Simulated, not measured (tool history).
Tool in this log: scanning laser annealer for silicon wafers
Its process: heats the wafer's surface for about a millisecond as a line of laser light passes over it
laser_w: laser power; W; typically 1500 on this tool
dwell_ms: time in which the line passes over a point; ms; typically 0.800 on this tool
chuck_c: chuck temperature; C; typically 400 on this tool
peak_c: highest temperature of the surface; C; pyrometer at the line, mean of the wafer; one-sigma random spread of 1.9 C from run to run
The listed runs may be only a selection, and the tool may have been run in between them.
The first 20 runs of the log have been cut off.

| run | hour | laser_w | dwell_ms | chuck_c | peak_c |
|---|---|---|---|---|---|
| 21 | 299.7 | 1279 | 0.800 | 420 | 1031 |
| 22 | 312.5 | 1453 | 0.800 | 388 | 1080 |
| 23 | 331.0 | 1453 | 0.800 | 416 | 1109 |
| 24 | 351.4 | 1337 | 0.792 | 410 | 1045 |
| 25 | 365.8 | 1500 | 0.800 | 384 | 1097 |
| 26 | 378.2 | 1500 | 0.800 | 384 | 1100 |
| 27 | 398.2 | 1500 | 0.800 | 384 | 1102 |
| 28 | 419.6 | 1500 | 0.800 | 384 | 1100 |
| 29 | 441.1 | 1500 | 0.800 | 419 | 1138 |
| 30 | 454.2 | 1500 | 0.812 | 419 | 1140 |
| 31 | 467.1 | 1500 | 0.812 | 419 | 1139 |
| 32 | 489.8 | 1389 | 0.812 | 419 | 1091 |
| 33 | 501.6 | 1500 | 0.647 | 400 | 1054 |
| 34 | 524.0 | 1500 | 0.647 | 400 | 1056 |
| 35 | 535.3 | 1500 | 0.638 | 400 | 1049 |
| 36 | 557.4 | 1300 | 0.680 | 431 | 1008 |

Below are 5 alternative next runs, each starting from the tool's condition after run 36. Predict each:
| A | 567.7 | 1500 | 0.583 | 400 | ? |
| B | 567.7 | 1529 | 0.764 | 418 | ? |
| C | 567.7 | 1468 | 0.680 | 431 | ? |
| D | 567.7 | 1500 | 0.800 | 394 | ? |
| E | 567.7 | 1500 | 0.775 | 432 | ? |

| run | peak_c |
|---|---|
| A | 1022 |
| B | 1132 |
| C | 1083 |
| D | 1109 |
| E | 1137 |
Without the tool's unlogged condition, the same runs would have read:
| run | peak_c |
|---|---|
| A | 1023 |
| B | 1133 |
| C | 1084 |
| D | 1110 |
| E | 1138 |
